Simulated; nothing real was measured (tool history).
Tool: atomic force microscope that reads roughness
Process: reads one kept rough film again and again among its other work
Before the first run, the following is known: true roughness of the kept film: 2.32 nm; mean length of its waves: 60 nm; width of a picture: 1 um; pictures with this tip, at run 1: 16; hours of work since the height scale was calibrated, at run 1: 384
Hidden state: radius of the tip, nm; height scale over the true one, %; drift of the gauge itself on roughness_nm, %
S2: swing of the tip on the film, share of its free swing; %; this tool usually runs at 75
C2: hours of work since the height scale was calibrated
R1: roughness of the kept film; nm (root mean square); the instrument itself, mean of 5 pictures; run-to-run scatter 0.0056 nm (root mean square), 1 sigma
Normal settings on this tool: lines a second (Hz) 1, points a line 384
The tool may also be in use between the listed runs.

Run 1, hour 0: usual settings; pictures with this tip 16; C2 384. Result: R1 2.13 nm (root mean square).
Run 2, hour 25: usual settings; pictures with this tip 44; C2 397. Result: R1 2.102 nm (root mean square).
Run 3, hour 46.5: usual settings but S2 63 %; pictures with this tip 68; C2 408. Result: R1 2.159 nm (root mean square).
At hour 74.3: new tip fitted.
Run 4, hour 80.9: usual settings but S2 63 %; pictures with this tip 7; C2 426. Result: R1 2.211 nm (root mean square).
Run 5, hour 123.9: usual settings but S2 63 %; pictures with this tip 56; C2 448. Result: R1 2.17 nm (root mean square).
At hour 164.7: new tip fitted.
Run 6, hour 169.9: usual settings but points a line 933; pictures with this tip 6; C2 472. Result: R1 2.142 nm (root mean square).
Run 7, hour 193.5: usual settings but points a line 933; pictures with this tip 32; C2 484. Result: R1 2.125 nm (root mean square).
Run 8, hour 232.2: usual settings but lines a second (Hz) 0.81; pictures with this tip 76; C2 505. Result: R1 2.094 nm (root mean square).
At hour 254.2: new tip fitted.
Run 9, hour 257.8: usual settings but lines a second (Hz) 0.81; pictures with this tip 4; C2 518. Result: R1 2.181 nm (root mean square).
At hour 261.5: height scale calibrated on a step standard.
Run 10, hour 282: usual settings but lines a second (Hz) 0.81; pictures with this tip 30; C2 11. Result: R1 2.151 nm (root mean square).
Run 11, hour 328: usual settings; pictures with this tip 82; C2 35. Result: R1 2.067 nm (root mean square).
At hour 344.1: height scale calibrated on a step standard, once more.
At hour 344.6: new tip fitted.
Run 12, hour 352.1: usual settings but points a line 901; pictures with this tip 8; C2 4. Result: R1 2.133 nm (root mean square).
Run 13, hour 401.3: usual settings but points a line 901; pictures with this tip 63; C2 30. Result: R1 2.073 nm (root mean square).
At hour 436.9: new tip fitted.
Run 14, hour 454.2: usual settings; pictures with this tip 19; C2 57. Result: R1 2.125 nm (root mean square).
Run 15, hour 494.7: usual settings; pictures with this tip 65; C2 78. Result: R1 2.073 nm (root mean square).
At hour 526.3: new tip fitted.
Run 16, hour 543.9: usual settings; pictures with this tip 20; C2 104. Result: R1 2.112 nm (root mean square).
Run 17, hour 594.2: usual settings but lines a second (Hz) 3.16, points a line 725; pictures with this tip 76; C2 130. Result: R1 1.827 nm (root mean square).
At hour 614.3: new tip fitted.
Run 18, hour 637.3: usual settings but lines a second (Hz) 3.16, points a line 725; pictures with this tip 26; C2 152. Result: R1 1.862 nm (root mean square).
Run 19, hour 686.9: usual settings but lines a second (Hz) 3.16, points a line 725; pictures with this tip 82; C2 178. Result: R1 1.819 nm (root mean square).
At hour 702: new tip fitted.
Run 20, hour 739.6: usual settings but lines a second (Hz) 3.16, points a line 725; pictures with this tip 43; C2 205. Result: R1 1.847 nm (root mean square).
Run 21, hour 764.5: usual settings but lines a second (Hz) 2.11, points a line 1013; pictures with this tip 70; C2 218. Result: R1 1.939 nm (root mean square).
At hour 789.7: new tip fitted.
Run 22, hour 790.4: usual settings but lines a second (Hz) 2.11, points a line 1013; pictures with this tip 1; C2 232. Result: R1 2.007 nm (root mean square).
Run 23, hour 837.1: usual settings but lines a second (Hz) 2.11, points a line 1013; pictures with this tip 54; C2 256. Result: R1 1.965 nm (root mean square).
Run 24, hour 872.5: usual settings but points a line 356; pictures with this tip 93; C2 275. Result: R1 2.061 nm (root mean square).
At hour 881.3: new tip fitted.
Run 25, hour 894.4: usual settings but lines a second (Hz) 0.74, S2 76 %; pictures with this tip 14; C2 286. Result: R1 2.177 nm (root mean square).
Run 26, hour 927.8: usual settings but lines a second (Hz) 3.65, S2 78 %, points a line 499; pictures with this tip 52; C2 303. Result: R1 1.73 nm (root mean square).
At hour 970.1: new tip fitted.
Run 27, hour 973.4: usual settings but lines a second (Hz) 2.24, S2 89 %, points a line 352; pictures with this tip 4; C2 327. Result: R1 1.753 nm (root mean square).
Run 28, hour 1009: usual settings but lines a second (Hz) 2.24, S2 89 %, points a line 352; pictures with this tip 44; C2 345. Result: R1 1.729 nm (root mean square).
Run 29, hour 1056.4: usual settings but lines a second (Hz) 3.03; pictures with this tip 97; C2 370. Result: R1 1.821 nm (root mean square).
At hour 1061.8: new tip fitted.
Run 30, hour 1085.8: usual settings but S2 63 %, points a line 664; pictures with this tip 27; C2 385. Result: R1 2.199 nm (root mean square).

Hidden state at the last listed run before each entry between runs and at the first one after, where it differs:
Run 3 -> run 4: new tip fitted (hour 74.3)
  radius of the tip, nm: 17.6 -> 6.6; height scale over the true one, %: 0.37 -> 0.39
  measured result minus the result with no hidden state, R1: -0.06 -> +0 nm (root mean square)
Run 5 -> run 6: new tip fitted (hour 164.7)
  radius of the tip, nm: 15.2 -> 5.9; height scale over the true one, %: 0.41 -> 0.43
  measured result minus the result with no hidden state, R1: -0.046 -> +0.004 nm (root mean square)
Run 8 -> run 9: new tip fitted (hour 254.2)
  radius of the tip, nm: 19.8 -> 5.6; height scale over the true one, %: 0.46 -> 0.47
  measured result minus the result with no hidden state, R1: -0.068 -> +0.007 nm (root mean square)
Run 9 -> run 10: height scale calibrated on a step standard (hour 261.5)
  radius of the tip, nm: 5.6 -> 10.6; height scale over the true one, %: 0.47 -> 0.62
  measured result minus the result with no hidden state, R1: +0.007 -> -0.016 nm (root mean square)
Run 11 -> run 12: height scale calibrated on a step standard, once more (hour 344.1); new tip fitted (hour 344.6)
  radius of the tip, nm: 20.4 -> 6.7; height scale over the true one, %: 0.64 -> 0.02
  measured result minus the result with no hidden state, R1: -0.066 -> -0.009 nm (root mean square)
Run 13 -> run 14: new tip fitted (hour 436.9)
  radius of the tip, nm: 16.8 -> 8.9; height scale over the true one, %: 0.04 -> 0.06
  measured result minus the result with no hidden state, R1: -0.061 -> -0.019 nm (root mean square)
Run 15 -> run 16: new tip fitted (hour 526.3)
  radius of the tip, nm: 17.5 -> 8.9; height scale over the true one, %: 0.08 -> 0.1
  measured result minus the result with no hidden state, R1: -0.064 -> -0.018 nm (root mean square)
Run 17 -> run 18: new tip fitted (hour 614.3)
  radius of the tip, nm: 18.7 -> 9.8; height scale over the true one, %: 0.13 -> 0.14
  measured result minus the result with no hidden state, R1: -0.06 -> -0.02 nm (root mean square)
Run 19 -> run 20: new tip fitted (hour 702)
  radius of the tip, nm: 20.3 -> 13.1; height scale over the true one, %: 0.17 -> 0.19
  measured result minus the result with no hidden state, R1: -0.066 -> -0.034 nm (root mean square)
Run 21 -> run 22: new tip fitted (hour 789.7)
  radius of the tip, nm: 17.6 -> 5.3; height scale over the true one, %: 0.2 -> 0.22
  measured result minus the result with no hidden state, R1: -0.057 -> +0.003 nm (root mean square)
Run 24 -> run 25: new tip fitted (hour 881.3)
  radius of the tip, nm: 21.4 -> 7.6; height scale over the true one, %: 0.25 -> 0.26
  measured result minus the result with no hidden state, R1: -0.08 -> -0.009 nm (root mean square)
Run 26 -> run 27: new tip fitted (hour 970.1)
  radius of the tip, nm: 14.8 -> 6.1; height scale over the true one, %: 0.28 -> 0.29
  measured result minus the result with no hidden state, R1: -0.038 -> +0 nm (root mean square)
Run 29 -> run 30: new tip fitted (hour 1061.8)
  radius of the tip, nm: 23 -> 9.7; height scale over the true one, %: 0.33 -> 0.35
  measured result minus the result with no hidden state, R1: -0.076 -> -0.018 nm (root mean square)
